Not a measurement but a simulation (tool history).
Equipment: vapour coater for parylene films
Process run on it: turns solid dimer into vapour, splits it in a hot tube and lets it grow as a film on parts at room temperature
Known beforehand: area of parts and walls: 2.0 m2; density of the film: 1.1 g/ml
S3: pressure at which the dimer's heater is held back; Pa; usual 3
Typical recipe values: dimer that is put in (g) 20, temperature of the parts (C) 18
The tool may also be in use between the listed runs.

{"run": 1, "hour": 0.0, "dimer that is put in (g)": 20, "temperature of the parts (C)": 18, "S3": 3, "thickness of the film (µm)": 5.25}
{"run": 2, "hour": 14.1, "dimer that is put in (g)": 20, "temperature of the parts (C)": 18, "S3": 3, "thickness of the film (µm)": 5.29}
{"run": 3, "hour": 28.8, "dimer that is put in (g)": 20, "temperature of the parts (C)": 18, "S3": 7.32, "thickness of the film (µm)": 4.76}
{"run": 4, "hour": 41.8, "dimer that is put in (g)": 20, "temperature of the parts (C)": 18, "S3": 7.32, "thickness of the film (µm)": 4.75}
{"run": 5, "hour": 59.9, "dimer that is put in (g)": 20, "temperature of the parts (C)": 18, "S3": 7.32, "thickness of the film (µm)": 4.75}
{"run": 6, "hour": 72.4, "dimer that is put in (g)": 20, "temperature of the parts (C)": 18, "S3": 2, "thickness of the film (µm)": 5.41}
{"run": 7, "hour": 89.0, "dimer that is put in (g)": 22, "temperature of the parts (C)": 18, "S3": 3, "thickness of the film (µm)": 5.78}
{"run": 8, "hour": 97.5, "dimer that is put in (g)": 20, "temperature of the parts (C)": 18, "S3": 3.34, "thickness of the film (µm)": 5.18}
{"run": 9, "hour": 105.4, "dimer that is put in (g)": 20, "temperature of the parts (C)": 18, "S3": 3.34, "thickness of the film (µm)": 5.19}
{"hour": 107.2, "done": "table's thermometer calibrated"}
{"run": 10, "hour": 116.1, "dimer that is put in (g)": 20, "temperature of the parts (C)": 18, "S3": 3, "thickness of the film (µm)": 5.18}
{"run": 11, "hour": 129.8, "dimer that is put in (g)": 20, "temperature of the parts (C)": 18, "S3": 3, "thickness of the film (µm)": 5.15}
{"run": 12, "hour": 145.1, "dimer that is put in (g)": 21, "temperature of the parts (C)": 18, "S3": 3, "thickness of the film (µm)": 5.44}
{"run": 13, "hour": 162.4, "dimer that is put in (g)": 21, "temperature of the parts (C)": 18, "S3": 3, "thickness of the film (µm)": 5.42}
{"hour": 172.5, "done": "table's thermometer calibrated, once more"}
{"run": 14, "hour": 175.5, "dimer that is put in (g)": 11, "temperature of the parts (C)": 18, "S3": 3, "thickness of the film (µm)": 2.87}
{"run": 15, "hour": 191.7, "dimer that is put in (g)": 11, "temperature of the parts (C)": 18, "S3": 3, "thickness of the film (µm)": 2.84}
{"run": 16, "hour": 199.9, "dimer that is put in (g)": 20, "temperature of the parts (C)": 18, "S3": 3, "thickness of the film (µm)": 5.22}
{"hour": 218.2, "done": "trap's valve overhauled"}
{"run": 17, "hour": 222.0, "dimer that is put in (g)": 20, "temperature of the parts (C)": 28, "S3": 3, "thickness of the film (µm)": 4.97}
{"run": 18, "hour": 237.0, "dimer that is put in (g)": 8, "temperature of the parts (C)": 25, "S3": 3, "thickness of the film (µm)": 2.07}
{"run": 19, "hour": 245.3, "dimer that is put in (g)": 13, "temperature of the parts (C)": 13, "S3": 6.43, "thickness of the film (µm)": 3.71}
{"run": 20, "hour": 259.5, "dimer that is put in (g)": 13, "temperature of the parts (C)": 13, "S3": 6.43, "thickness of the film (µm)": 3.76}
{"run": 21, "hour": 273.3, "dimer that is put in (g)": 18, "temperature of the parts (C)": 18, "S3": 3, "thickness of the film (µm)": 5.21}
{"run": 22, "hour": 282.3, "dimer that is put in (g)": 18, "temperature of the parts (C)": 18, "S3": 3, "thickness of the film (µm)": 5.15}
{"run": 23, "hour": 294.1, "dimer that is put in (g)": 12, "temperature of the parts (C)": 12, "S3": 6.16, "thickness of the film (µm)": 3.51}
{"run": 24, "hour": 312.2, "dimer that is put in (g)": 12, "temperature of the parts (C)": 12, "S3": 6.16, "thickness of the film (µm)": 3.52}
{"run": 25, "hour": 329.4, "dimer that is put in (g)": 12, "temperature of the parts (C)": 12, "S3": 11.46, "thickness of the film (µm)": 3.32}
{"run": 26, "hour": 342.8, "dimer that is put in (g)": 24, "temperature of the parts (C)": 17, "S3": 8.25, "thickness of the film (µm)": 6.25}
{"run": 27, "hour": 350.6, "dimer that is put in (g)": 15, "temperature of the parts (C)": 18, "S3": 7.71, "thickness of the film (µm)": 3.89}
{"run": 28, "hour": 359.9, "dimer that is put in (g)": 34, "temperature of the parts (C)": 13, "S3": 7.71, "thickness of the film (µm)": 9.48}
{"run": 29, "hour": 372.6, "dimer that is put in (g)": 18, "temperature of the parts (C)": 18, "S3": 11.35, "thickness of the film (µm)": 4.44}
{"run": 30, "hour": 389.2, "dimer that is put in (g)": 17, "temperature of the parts (C)": 17, "S3": 3.22, "thickness of the film (µm)": 4.81}
{"run": 31, "hour": 404.2, "dimer that is put in (g)": 17, "temperature of the parts (C)": 30, "S3": 7.11, "thickness of the film (µm)": 3.61}
{"run": 32, "hour": 416.1, "dimer that is put in (g)": 16, "temperature of the parts (C)": 22, "S3": 5.93, "thickness of the film (µm)": 3.96}
{"run": 33, "hour": 427.8, "dimer that is put in (g)": 16, "temperature of the parts (C)": 22, "S3": 5.93, "thickness of the film (µm)": 3.95}
{"run": 34, "hour": 442.3, "dimer that is put in (g)": 29, "temperature of the parts (C)": 11, "S3": 2.47, "thickness of the film (µm)": 9.31}

For each run, the measured value with the value that run would have given without the tool's hidden condition subtracted. The run-to-run variation is shared by both, the gauge scatter possibly not:
What the log doesn't record here: vapour lost through the trap's worn valve, %; true temperature of the parts over the reading, C; drift of the gauge itself on film_um, %.
run=1 thickness_of_the_film_(µm)=-0.52
run=2 thickness_of_the_film_(µm)=-0.53
run=3 thickness_of_the_film_(µm)=-0.48
run=4 thickness_of_the_film_(µm)=-0.5
run=5 thickness_of_the_film_(µm)=-0.51
run=6 thickness_of_the_film_(µm)=-0.59
run=7 thickness_of_the_film_(µm)=-0.64
run=8 thickness_of_the_film_(µm)=-0.58
run=9 thickness_of_the_film_(µm)=-0.59
run=10 thickness_of_the_film_(µm)=-0.6
run=11 thickness_of_the_film_(µm)=-0.61
run=12 thickness_of_the_film_(µm)=-0.66
run=13 thickness_of_the_film_(µm)=-0.66
run=14 thickness_of_the_film_(µm)=-0.33
run=15 thickness_of_the_film_(µm)=-0.33
run=16 thickness_of_the_film_(µm)=-0.62
run=17 thickness_of_the_film_(µm)=+0
run=18 thickness_of_the_film_(µm)=+0
run=19 thickness_of_the_film_(µm)=-0.02
run=20 thickness_of_the_film_(µm)=-0.02
run=21 thickness_of_the_film_(µm)=-0.03
run=22 thickness_of_the_film_(µm)=-0.03
run=23 thickness_of_the_film_(µm)=-0.03
run=24 thickness_of_the_film_(µm)=-0.04
run=25 thickness_of_the_film_(µm)=-0.04
run=26 thickness_of_the_film_(µm)=-0.09
run=27 thickness_of_the_film_(µm)=-0.06
run=28 thickness_of_the_film_(µm)=-0.16
run=29 thickness_of_the_film_(µm)=-0.07
run=30 thickness_of_the_film_(µm)=-0.09
run=31 thickness_of_the_film_(µm)=-0.08
run=32 thickness_of_the_film_(µm)=-0.09
run=33 thickness_of_the_film_(µm)=-0.1
run=34 thickness_of_the_film_(µm)=-0.25

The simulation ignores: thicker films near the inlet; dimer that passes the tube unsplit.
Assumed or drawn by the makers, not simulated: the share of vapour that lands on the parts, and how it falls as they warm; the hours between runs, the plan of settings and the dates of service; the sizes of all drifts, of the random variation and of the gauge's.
